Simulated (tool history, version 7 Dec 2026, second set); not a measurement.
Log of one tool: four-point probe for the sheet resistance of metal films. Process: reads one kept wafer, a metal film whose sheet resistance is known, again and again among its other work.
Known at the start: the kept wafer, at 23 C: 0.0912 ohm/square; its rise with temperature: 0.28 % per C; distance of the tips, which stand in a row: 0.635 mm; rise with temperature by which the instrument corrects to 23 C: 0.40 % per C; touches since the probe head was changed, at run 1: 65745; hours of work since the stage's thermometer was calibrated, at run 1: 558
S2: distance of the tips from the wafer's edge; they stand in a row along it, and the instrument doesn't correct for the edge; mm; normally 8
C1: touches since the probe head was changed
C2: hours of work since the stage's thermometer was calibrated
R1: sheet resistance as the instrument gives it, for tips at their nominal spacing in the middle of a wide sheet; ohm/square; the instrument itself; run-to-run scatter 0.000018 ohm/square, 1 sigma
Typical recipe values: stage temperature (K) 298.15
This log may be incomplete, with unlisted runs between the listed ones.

Run 1, hour 0.0: usual settings; C1 65745; C2 558. Result: R1 0.091250 ohm/square.
Run 2, hour 16.1: usual settings but S2 7 mm; C1 66657; C2 570. Result: R1 0.091315 ohm/square.
Run 3, hour 35.4: usual settings but stage temperature (K) 300.15; C1 67749; C2 584. Result: R1 0.090997 ohm/square.
Run 4, hour 48.8: usual settings but stage temperature (K) 294.15; C1 68505; C2 594. Result: R1 0.091676 ohm/square.
Run 5, hour 66.2: usual settings but stage temperature (K) 294.15; C1 69495; C2 607. Result: R1 0.091739 ohm/square.
Run 6, hour 83.1: usual settings but stage temperature (K) 294.15; C1 70451; C2 619. Result: R1 0.091712 ohm/square.
Run 7, hour 106.0: usual settings but stage temperature (K) 301.15; C1 71745; C2 636. Result: R1 0.090929 ohm/square.
Run 8, hour 124.7: usual settings but stage temperature (K) 301.15; C1 72806; C2 650. Result: R1 0.090939 ohm/square.
Run 9, hour 143.7: usual settings but stage temperature (K) 297.15; C1 73877; C2 664. Result: R1 0.091379 ohm/square.
Run 10, hour 154.2: usual settings but S2 3 mm; C1 74474; C2 672. Result: R1 0.093117 ohm/square.
Run 11, hour 165.4: usual settings but S2 3 mm; C1 75107; C2 680. Result: R1 0.093144 ohm/square.
Run 12, hour 177.0: usual settings but S2 3 mm; C1 75765; C2 689. Result: R1 0.093130 ohm/square.
Run 13, hour 197.2: usual settings but S2 3 mm; C1 76904; C2 703. Result: R1 0.093159 ohm/square.
Run 14, hour 208.2: usual settings but stage temperature (K) 295.15, S2 26 mm; C1 77528; C2 712. Result: R1 0.091367 ohm/square.
Run 15, hour 226.5: usual settings but stage temperature (K) 293.15, S2 19 mm; C1 78563; C2 725. Result: R1 0.091577 ohm/square.
Run 16, hour 237.0: usual settings but stage temperature (K) 307.15, S2 4 mm; C1 79156; C2 733. Result: R1 0.091317 ohm/square.
Run 17, hour 250.1: usual settings but stage temperature (K) 291.15, S2 12 mm; C1 79903; C2 743. Result: R1 0.091889 ohm/square.
Run 18, hour 262.3: usual settings but stage temperature (K) 291.15, S2 12 mm; C1 80589; C2 751. Result: R1 0.091921 ohm/square.
Run 19, hour 281.0: usual settings but S2 4 mm; C1 81651; C2 765. Result: R1 0.092250 ohm/square.
Run 20, hour 298.0: usual settings but stage temperature (K) 296.15, S2 5 mm; C1 82612; C2 778. Result: R1 0.092028 ohm/square.
Run 21, hour 312.1: usual settings but stage temperature (K) 296.15, S2 5 mm; C1 83411; C2 788. Result: R1 0.092006 ohm/square.

For each run, the measured value with the value that run would have given without the tool's hidden condition subtracted. The run-to-run variation is shared by both, the gauge scatter possibly not:
Unlogged tool condition in this case: inner tips' distance over the nominal, %; tips' flats over new ones', %; wafer's true temperature over the reading, C; drift of the gauge itself on sheet_ohm, %.
run         R1
  1  -0.000057
  2  -0.000052
  3  -0.000047
  4  -0.000042
  5  -0.000037
  6  -0.000032
  7  -0.000027
  8  -0.000020
  9  -0.000015
 10  -0.000013
 11  -0.000009
 12  -0.000005
 13  +0.000001
 14  +0.000005
 15  +0.000010
 16  +0.000011
 17  +0.000018
 18  +0.000022
 19  +0.000026
 20  +0.000032
 21  +0.000036

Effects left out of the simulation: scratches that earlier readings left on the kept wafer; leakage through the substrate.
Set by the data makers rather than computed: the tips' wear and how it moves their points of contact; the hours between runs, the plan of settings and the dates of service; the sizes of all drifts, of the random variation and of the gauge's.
